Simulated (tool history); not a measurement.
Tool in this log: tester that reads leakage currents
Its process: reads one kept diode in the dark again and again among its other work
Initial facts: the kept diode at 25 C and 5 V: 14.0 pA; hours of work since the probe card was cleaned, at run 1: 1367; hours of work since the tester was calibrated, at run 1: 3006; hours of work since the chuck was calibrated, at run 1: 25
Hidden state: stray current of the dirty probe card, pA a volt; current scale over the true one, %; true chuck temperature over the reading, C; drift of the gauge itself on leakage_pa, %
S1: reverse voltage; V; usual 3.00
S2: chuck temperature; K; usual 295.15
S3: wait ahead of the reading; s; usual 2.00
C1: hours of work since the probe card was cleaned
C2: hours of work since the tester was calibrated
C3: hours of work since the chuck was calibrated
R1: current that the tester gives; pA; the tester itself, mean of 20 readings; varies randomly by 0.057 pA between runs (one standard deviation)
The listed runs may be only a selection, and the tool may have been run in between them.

run 1 hour=0.0 | S1=3.00 S2=295.15 S3=2.00 | C1=1367 C2=3006 C3=25 | R1=9.38
run 2 hour=58.9 | S1=3.00 S2=295.15 S3=2.00 | C1=1410 C2=3049 C3=69 | R1=9.22
run 3 hour=134.5 | S1=3.00 S2=295.15 S3=2.00 | C1=1466 C2=3105 C3=124 | R1=9.24
run 4 hour=254.4 | S1=3.00 S2=295.15 S3=2.00 | C1=1554 C2=3193 C3=213 | R1=9.22
run 5 hour=310.6 | S1=3.00 S2=319.15 S3=2.00 | C1=1596 C2=3235 C3=254 | R1=80.53
run 6 hour=370.6 | S1=3.00 S2=319.15 S3=2.00 | C1=1640 C2=3279 C3=299 | R1=80.56
run 7 hour=483.1 | S1=3.00 S2=319.15 S3=2.00 | C1=1723 C2=3362 C3=382 | R1=80.42
run 8 hour=601.8 | S1=3.00 S2=295.15 S3=8.21 | C1=1811 C2=3450 C3=470 | R1=8.92
run 9 hour=695.0 | S1=3.00 S2=295.15 S3=8.21 | C1=1880 C2=3519 C3=538 | R1=9.05
run 10 hour=786.9 | S1=3.00 S2=295.15 S3=2.00 | C1=1948 C2=3587 C3=606 | R1=9.11
run 11 hour=898.5 | S1=3.00 S2=295.15 S3=0.90 | C1=2030 C2=3669 C3=689 | R1=9.57
run 12 hour=948.1 | S1=4.35 S2=295.15 S3=2.00 | C1=2067 C2=3706 C3=725 | R1=10.39
run 13 hour=1030.9 | S1=4.35 S2=295.15 S3=2.00 | C1=2128 C2=3767 C3=786 | R1=10.42
run 14 hour=1129.6 | S1=3.00 S2=321.15 S3=2.00 | C1=2201 C2=3840 C3=859 | R1=95.29
run 15 hour=1243.4 | S1=3.00 S2=310.15 S3=2.00 | C1=2285 C2=3924 C3=943 | R1=36.86
run 16 hour=1294.9 | S1=4.50 S2=295.15 S3=2.00 | C1=2323 C2=3962 C3=981 | R1=10.50
run 17 hour=1359.3 | S1=4.50 S2=295.15 S3=2.00 | C1=2370 C2=4009 C3=1029 | R1=10.36
-- hour=1432.0 tester calibrated
run 18 hour=1468.4 | S1=3.00 S2=295.15 S3=2.00 | C1=2449 C2=27 C3=1108 | R1=9.24
run 19 hour=1554.6 | S1=3.00 S2=295.15 S3=2.00 | C1=2513 C2=91 C3=1172 | R1=9.16
run 20 hour=1632.6 | S1=3.00 S2=295.15 S3=2.00 | C1=2571 C2=148 C3=1229 | R1=9.22
run 21 hour=1705.7 | S1=3.00 S2=295.15 S3=2.00 | C1=2625 C2=202 C3=1283 | R1=9.27
run 22 hour=1817.8 | S1=3.00 S2=295.15 S3=2.00 | C1=2707 C2=285 C3=1366 | R1=9.17
run 23 hour=1886.8 | S1=2.89 S2=295.15 S3=2.14 | C1=2758 C2=336 C3=1417 | R1=8.99
run 24 hour=1939.0 | S1=3.14 S2=319.15 S3=2.14 | C1=2797 C2=374 C3=1455 | R1=81.49
-- hour=1959.3 probe card cleaned and baked
run 25 hour=2006.2 | S1=11.90 S2=304.15 S3=2.77 | C1=35 C2=422 C3=1503 | R1=33.47
run 26 hour=2064.2 | S1=11.90 S2=319.15 S3=4.91 | C1=78 C2=465 C3=1546 | R1=123.99
run 27 hour=2173.5 | S1=11.90 S2=319.15 S3=2.16 | C1=158 C2=545 C3=1626 | R1=125.13
run 28 hour=2261.9 | S1=9.35 S2=304.15 S3=3.03 | C1=223 C2=611 C3=1692 | R1=30.75
run 29 hour=2381.6 | S1=9.35 S2=304.15 S3=3.03 | C1=312 C2=699 C3=1780 | R1=30.95
run 30 hour=2479.0 | S1=15.38 S2=295.15 S3=3.99 | C1=384 C2=771 C3=1852 | R1=15.78
run 31 hour=2538.5 | S1=15.38 S2=295.15 S3=3.99 | C1=428 C2=815 C3=1896 | R1=15.82
run 32 hour=2595.6 | S1=15.38 S2=295.15 S3=3.99 | C1=470 C2=857 C3=1938 | R1=15.83
run 33 hour=2688.1 | S1=15.38 S2=295.15 S3=3.99 | C1=538 C2=925 C3=2006 | R1=15.86
run 34 hour=2786.5 | S1=15.38 S2=295.15 S3=3.99 | C1=611 C2=998 C3=2079 | R1=15.82
run 35 hour=2860.0 | S1=12.16 S2=332.15 S3=3.37 | C1=665 C2=1052 C3=2133 | R1=359.14
run 36 hour=2946.5 | S1=14.91 S2=302.15 S3=2.00 | C1=729 C2=1116 C3=2197 | R1=30.54
run 37 hour=3006.3 | S1=14.91 S2=325.15 S3=4.18 | C1=773 C2=1160 C3=2241 | R1=220.14
-- hour=3065.0 chuck's temperature calibrated
run 38 hour=3111.9 | S1=1.12 S2=297.15 S3=1.16 | C1=850 C2=1237 C3=35 | R1=8.08
run 39 hour=3169.7 | S1=1.12 S2=297.15 S3=1.16 | C1=892 C2=1279 C3=77 | R1=8.11
run 40 hour=3289.5 | S1=12.22 S2=321.15 S3=0.46 | C1=981 C2=1368 C3=166 | R1=152.31

Predict each of these 4 candidate next runs independently; none follows another, all start after run 40:
run A hour=3364.9 | S1=6.81 S2=301.15 S3=6.96 | C1=1037 C2=1424 C3=221 | R1=?
run B hour=3364.9 | S1=18.43 S2=296.15 S3=6.44 | C1=1037 C2=1424 C3=221 | R1=?
run C hour=3364.9 | S1=12.22 S2=304.15 S3=1.91 | C1=1037 C2=1424 C3=221 | R1=?
run D hour=3364.9 | S1=8.39 S2=328.15 S3=6.90 | C1=1037 C2=1424 C3=221 | R1=?

run=A R1=20.78
run=B R1=18.02
run=C R1=34.35
run=D R1=232.00
Stripped of hidden state, with their random variation kept, the same runs would have yielded:
run=A R1=20.78
run=B R1=18.02
run=C R1=34.34
run=D R1=231.99
